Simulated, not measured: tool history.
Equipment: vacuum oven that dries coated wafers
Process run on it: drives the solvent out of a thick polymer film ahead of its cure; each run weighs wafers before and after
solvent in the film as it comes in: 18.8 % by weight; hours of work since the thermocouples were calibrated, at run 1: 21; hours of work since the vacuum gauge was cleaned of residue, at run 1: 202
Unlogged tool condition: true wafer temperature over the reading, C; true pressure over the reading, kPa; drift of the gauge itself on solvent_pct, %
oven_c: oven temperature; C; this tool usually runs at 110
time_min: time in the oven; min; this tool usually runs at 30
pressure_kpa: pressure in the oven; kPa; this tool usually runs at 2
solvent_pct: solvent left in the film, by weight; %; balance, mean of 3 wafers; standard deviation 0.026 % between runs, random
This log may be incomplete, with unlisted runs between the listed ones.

run,hour,oven_c,time_min,pressure_kpa,hours of work since the thermocouples were calibrated,hours of work since the vacuum gauge was cleaned of residue,solvent_pct
1,0,110,30,2,21,202,2.07
2,10.9,110,30,2,28,209,2.06
3,21.6,110,30,2,35,216,2.07
4,32.3,110,30,2,42,223,2.07
5,44.6,110,30,1.05,50,231,1.85
6,53.6,110,30,1.05,56,237,1.84
7,61.8,110,30,1.05,61,242,1.83
8,75.3,110,30,1.05,70,251,1.78
9,82.6,121,30,2,75,256,0.9
10,88.4,121,30,2,79,260,0.92
11,98.3,121,30,2,85,266,0.9
12,110.2,121,20,4.98,93,274,2.5
13,119.2,121,20,4.98,99,280,2.55
14,132.4,121,51,2.09,108,288,0.51
15,142.8,121,51,2.09,114,295,0.48
16,149.6,121,51,2.09,119,300,0.56
17,159,110,53,3.28,125,306,1.31
18,167.2,110,20,3.28,130,311,4.14
19,175.6,96,19,2,136,317,7.35
20,183.4,96,19,2,141,322,7.35

Branching from run 20: 3 alternative next runs. What would each branch give?
A,196.8,114,26,2.06,150,331,?
B,196.8,110,25,2,150,331,?
C,196.8,96,19,1.28,150,331,?

run,solvent_pct
A,2.03
B,2.8
C,7.05
With no hidden state in the tool, these same runs would have given:
run,solvent_pct
A,1.95
B,2.71
C,6.94
